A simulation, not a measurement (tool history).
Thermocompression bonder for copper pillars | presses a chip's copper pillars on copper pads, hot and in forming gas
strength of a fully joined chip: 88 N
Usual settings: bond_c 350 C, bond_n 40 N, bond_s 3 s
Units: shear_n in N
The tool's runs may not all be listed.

Run 1, hour 0.0: usual settings. Result: shear_n 57.8 N.
At hour 73.3: forming gas filter changed.
Run 2, hour 87.1: usual settings but bond_n 30 N. Result: shear_n 54.4 N.
Run 3, hour 180.9: usual settings but bond_n 30 N. Result: shear_n 52.2 N.
Run 4, hour 272.8: usual settings but bond_n 30 N. Result: shear_n 49.5 N.
Run 5, hour 358.3: usual settings. Result: shear_n 56.5 N.
At hour 370.9: forming gas filter changed.
Run 6, hour 426.4: usual settings. Result: shear_n 62.7 N.
Run 7, hour 479.7: usual settings. Result: shear_n 61.5 N.
Run 8, hour 552.3: usual settings but bond_c 356 C. Result: shear_n 60.5 N.
Run 9, hour 629.5: usual settings but bond_s 7 s. Result: shear_n 68.3 N.
At hour 667.2: forming gas filter changed.
Run 10, hour 702.4: usual settings but bond_s 7 s. Result: shear_n 75.8 N.
At hour 729.3: force cell calibrated.
Run 11, hour 790.9: usual settings but bond_s 6 s. Result: shear_n 67.9 N.
Run 12, hour 829.4: usual settings but bond_s 7 s. Result: shear_n 69.3 N.
Run 13, hour 867.7: usual settings. Result: shear_n 57.7 N.
Run 14, hour 925.8: usual settings. Result: shear_n 56.0 N.
At hour 966.4: forming gas filter changed.
Run 15, hour 971.3: usual settings. Result: shear_n 61.3 N.
Run 16, hour 1010.5: usual settings. Result: shear_n 60.8 N.
Run 17, hour 1060.7: usual settings. Result: shear_n 59.5 N.
Run 18, hour 1131.8: usual settings. Result: shear_n 59.1 N.
Run 19, hour 1171.4: usual settings. Result: shear_n 57.4 N.
Run 20, hour 1238.6: usual settings. Result: shear_n 53.6 N.
At hour 1260.2: forming gas filter changed.
Run 21, hour 1297.3: usual settings but bond_c 366 C. Result: shear_n 64.0 N.
Run 22, hour 1388.6: usual settings but bond_c 344 C, bond_n 34 N, bond_s 4 s. Result: shear_n 58.1 N.
Run 23, hour 1467.2: usual settings but bond_c 332 C, bond_n 31 N, bond_s 4 s. Result: shear_n 49.0 N.
Run 24, hour 1537.5: usual settings but bond_c 347 C, bond_n 59 N, bond_s 4 s. Result: shear_n 67.5 N.
At hour 1558.2: forming gas filter changed.
At hour 1592.8: heater calibrated with a thermocouple chip.
Run 25, hour 1632.5: usual settings but bond_c 347 C, bond_n 59 N, bond_s 4 s. Result: shear_n 73.3 N.
Run 26, hour 1685.9: usual settings but bond_c 342 C, bond_n 47 N. Result: shear_n 61.6 N.
Run 27, hour 1776.3: usual settings but bond_c 342 C, bond_n 47 N. Result: shear_n 59.4 N.
Run 28, hour 1828.7: usual settings but bond_c 361 C, bond_n 56 N, bond_s 2 s. Result: shear_n 63.7 N.
At hour 1855.5: forming gas filter changed.
Run 29, hour 1876.1: usual settings but bond_c 351 C, bond_n 38 N, bond_s 4 s. Result: shear_n 65.6 N.
Run 30, hour 1920.6: usual settings but bond_c 372 C. Result: shear_n 66.2 N.
Run 31, hour 2008.6: usual settings but bond_c 327 C, bond_s 4 s. Result: shear_n 57.0 N.
Run 32, hour 2077.2: usual settings but bond_c 327 C, bond_s 4 s. Result: shear_n 54.8 N.
Run 33, hour 2133.5: usual settings but bond_n 35 N, bond_s 5 s. Result: shear_n 61.0 N.
At hour 2155.4: forming gas filter changed.
Run 34, hour 2203.8: usual settings but bond_s 8 s. Result: shear_n 75.2 N.
Run 35, hour 2258.8: usual settings but bond_s 8 s. Result: shear_n 73.6 N.
Run 36, hour 2315.4: usual settings but bond_s 8 s. Result: shear_n 72.8 N.
Run 37, hour 2403.9: usual settings but bond_s 4 s. Result: shear_n 61.8 N.
At hour 2456.0: forming gas filter changed.
Run 38, hour 2485.3: usual settings but bond_s 4 s. Result: shear_n 67.3 N.
Run 39, hour 2568.1: usual settings but bond_s 4 s. Result: shear_n 64.8 N.
Run 40, hour 2661.0: usual settings but bond_n 30 N, bond_s 8 s. Result: shear_n 63.9 N.

3 ways to go on from here, each from the tool as it stands after run 40. What would each give?
Run A, hour 2705.1: usual settings but bond_c 325 C, bond_n 26 N, bond_s 9 s. Result: shear_n ?.
Run B, hour 2705.1: usual settings but bond_c 368 C, bond_n 45 N. Result: shear_n ?.
Run C, hour 2705.1: usual settings but bond_c 333 C, bond_s 9 s. Result: shear_n ?.

run  shear_n
  A     54.3
  B     64.5
  C     65.9
Without the tool's hidden state the same runs would have given:
run  shear_n
  A     59.4
  B     70.6
  C     72.3
